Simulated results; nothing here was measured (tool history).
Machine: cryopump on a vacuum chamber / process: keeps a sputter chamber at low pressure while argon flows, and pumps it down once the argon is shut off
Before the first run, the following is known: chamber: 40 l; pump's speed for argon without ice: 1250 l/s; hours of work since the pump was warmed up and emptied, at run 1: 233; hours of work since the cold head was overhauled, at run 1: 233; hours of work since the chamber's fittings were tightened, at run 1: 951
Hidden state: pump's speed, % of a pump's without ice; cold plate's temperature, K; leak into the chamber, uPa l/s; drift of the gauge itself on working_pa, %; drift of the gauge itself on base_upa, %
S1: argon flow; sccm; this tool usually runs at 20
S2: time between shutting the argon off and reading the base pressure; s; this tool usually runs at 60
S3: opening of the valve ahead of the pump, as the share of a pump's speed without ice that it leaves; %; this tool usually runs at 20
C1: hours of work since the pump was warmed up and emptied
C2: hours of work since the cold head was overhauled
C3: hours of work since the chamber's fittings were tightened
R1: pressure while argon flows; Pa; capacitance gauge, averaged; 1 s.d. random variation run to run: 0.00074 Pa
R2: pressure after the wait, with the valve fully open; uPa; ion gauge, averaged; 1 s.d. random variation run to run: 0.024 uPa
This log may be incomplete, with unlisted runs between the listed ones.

{"run": 1, "hour": 0.0, "S1": 20, "S2": 60, "S3": 20, "C1": 233, "C2": 233, "C3": 951, "R1": 0.1373, "R2": 1.3}
{"run": 2, "hour": 23.5, "S1": 20, "S2": 60, "S3": 24, "C1": 244, "C2": 244, "C3": 962, "R1": 0.1135, "R2": 1.36}
{"run": 3, "hour": 39.5, "S1": 15, "S2": 60, "S3": 20, "C1": 251, "C2": 251, "C3": 969, "R1": 0.1026, "R2": 1.37}
{"run": 4, "hour": 56.9, "S1": 20, "S2": 60, "S3": 20, "C1": 259, "C2": 259, "C3": 977, "R1": 0.1379, "R2": 1.34}
{"run": 5, "hour": 79.0, "S1": 20, "S2": 60, "S3": 20, "C1": 269, "C2": 269, "C3": 987, "R1": 0.1374, "R2": 1.35}
{"run": 6, "hour": 100.9, "S1": 20, "S2": 60, "S3": 20, "C1": 279, "C2": 279, "C3": 997, "R1": 0.1369, "R2": 1.38}
{"run": 7, "hour": 124.6, "S1": 20, "S2": 60, "S3": 20, "C1": 290, "C2": 290, "C3": 1008, "R1": 0.1372, "R2": 1.38}
{"run": 8, "hour": 148.6, "S1": 20, "S2": 69, "S3": 20, "C1": 300, "C2": 300, "C3": 1019, "R1": 0.1374, "R2": 1.24}
{"run": 9, "hour": 160.8, "S1": 20, "S2": 69, "S3": 20, "C1": 306, "C2": 306, "C3": 1024, "R1": 0.1392, "R2": 1.26}
{"run": 10, "hour": 174.9, "S1": 20, "S2": 69, "S3": 20, "C1": 312, "C2": 312, "C3": 1030, "R1": 0.1375, "R2": 1.29}
{"run": 11, "hour": 186.4, "S1": 20, "S2": 126, "S3": 20, "C1": 318, "C2": 318, "C3": 1036, "R1": 0.1375, "R2": 1.03}
{"run": 12, "hour": 199.7, "S1": 36, "S2": 60, "S3": 20, "C1": 324, "C2": 324, "C3": 1042, "R1": 0.2499, "R2": 1.37}

For run 13, what comes out?
{"run": 13, "hour": 219.4, "S1": 9, "S2": 60, "S3": 20, "C1": 333, "C2": 333, "C3": 1051, "R1": "?", "R2": "?"}

Logged for run 13: R1 0.0626 Pa, R2 1.4 uPa.
Had the tool carried no hidden state, the very same run would have given R1 0.0613 Pa, R2 0.9 uPa.
